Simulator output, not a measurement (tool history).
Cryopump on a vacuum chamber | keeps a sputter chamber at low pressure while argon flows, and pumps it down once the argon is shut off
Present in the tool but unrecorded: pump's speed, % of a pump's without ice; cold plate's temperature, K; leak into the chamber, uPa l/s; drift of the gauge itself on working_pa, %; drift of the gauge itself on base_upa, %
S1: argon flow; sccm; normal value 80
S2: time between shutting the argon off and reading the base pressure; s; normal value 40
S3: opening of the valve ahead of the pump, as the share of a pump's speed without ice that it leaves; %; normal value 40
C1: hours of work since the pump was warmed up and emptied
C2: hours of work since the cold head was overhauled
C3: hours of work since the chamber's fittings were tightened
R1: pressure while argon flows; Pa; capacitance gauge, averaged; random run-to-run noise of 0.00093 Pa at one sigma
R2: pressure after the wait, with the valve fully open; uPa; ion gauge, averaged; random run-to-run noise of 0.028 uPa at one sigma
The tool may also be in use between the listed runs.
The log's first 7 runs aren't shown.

run	hour	S1	S2	S3	C1	C2	C3	R1	R2
8	245.9	80	40	40	20	481	2278	0.1982	1.73
9	274.5	37	40	40	34	495	2291	0.0915	1.75
10	296.6	37	40	40	45	505	2302	0.0917	1.72
11	339.3	37	40	53	65	526	2322	0.0710	1.73
12	360.2	37	40	53	75	536	2332	0.0694	1.70
13	401.2	78	40	40	95	555	2352	0.1970	1.68
14	424.7	117	40	40	106	566	2363	0.2938	1.81
15	450.8	80	148	40	118	579	2375	0.2009	0.90
16	482.3	80	40	40	133	594	2391	0.2015	1.71
17	500.9	80	122	40	142	603	2399	0.2006	1.01
18	538.2	80	129	40	160	621	2417	0.2034	0.91
19	578.1	95	129	40	179	640	2436	0.2410	0.95
20	614.4	103	63	23	196	657	2454	0.4540	1.35
21	652.9	103	63	23	215	676	2472	0.4498	1.36
22	693.1	60	37	23	234	695	2491	0.2628	1.86
23	718.3	36	28	21	246	707	2503	0.1751	2.26
24	738.1	36	28	21	256	716	2513	0.1726	2.29
25	761.4	80	40	24	267	727	2524	0.3376	1.82
26	795.1	103	157	24	283	743	2540	0.4342	0.94
27	824.1	103	157	24	297	757	2554	0.4349	0.94
28	854.6	103	157	24	311	772	2568	0.4338	0.97
29	887.4	48	299	26	327	788	2584	0.1892	0.81
30	931.4	80	40	15	348	809	2605	0.5429	1.89
31	966.7	80	40	15	365	825	2622	0.5392	1.81
32	997.9	133	261	23	380	840	2637	0.5937	0.93

Here are 5 independent what-if runs from the current tool condition. What would each one return?
A	1021.5	57	261	23	391	852	2648	?	?
B	1021.5	73	53	56	391	852	2648	?	?
C	1021.5	33	157	36	391	852	2648	?	?
D	1021.5	39	57	20	391	852	2648	?	?
E	1021.5	143	81	37	391	852	2648	?	?

run	R1	R2
A	0.2543	0.92
B	0.1399	1.59
C	0.0963	0.98
D	0.1985	1.53
E	0.4016	1.33
Stripped of hidden state, with their random variation kept, the same runs would have yielded:
run	R1	R2
A	0.2452	0.38
B	0.1283	1.04
C	0.0911	0.45
D	0.1923	0.99
E	0.3790	0.78

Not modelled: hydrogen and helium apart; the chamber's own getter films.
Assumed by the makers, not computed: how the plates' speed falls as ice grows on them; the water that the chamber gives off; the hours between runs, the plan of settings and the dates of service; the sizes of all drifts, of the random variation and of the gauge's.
